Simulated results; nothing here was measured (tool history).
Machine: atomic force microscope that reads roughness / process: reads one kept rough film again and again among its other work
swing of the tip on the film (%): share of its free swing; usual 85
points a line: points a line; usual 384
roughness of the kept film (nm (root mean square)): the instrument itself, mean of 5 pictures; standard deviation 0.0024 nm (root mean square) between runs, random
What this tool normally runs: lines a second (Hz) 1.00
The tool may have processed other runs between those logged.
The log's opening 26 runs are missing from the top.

run	hour	lines a second (Hz)	swing of the tip on the film (%)	points a line	roughness of the kept film (nm (root mean square))
27	229.8	2.90	85	384	0.774
28	241.3	2.90	85	351	0.770
29	250.4	2.90	85	351	0.763
30	257.2	2.90	85	351	0.761
31	262.8	1.00	77	351	0.900
# hour 270.1: new tip fitted
32	274.2	0.63	85	384	0.923
33	279.6	1.00	81	855	0.916
34	288.7	1.00	71	317	0.930
35	301.1	0.55	87	764	0.920
36	311.1	0.80	80	958	0.917
37	323.4	0.80	80	958	0.914
# hour 332.1: new tip fitted
38	333.0	1.00	83	580	0.913
39	340.0	2.10	63	316	0.926

Estimate the outcome of run 40 from the log above:
40	347.9	0.56	64	316	?

Run 40 measured roughness of the kept film (nm (root mean square)) 0.955.
Had the tool carried no hidden state, the very same run would have given roughness of the kept film (nm (root mean square)) 0.959.
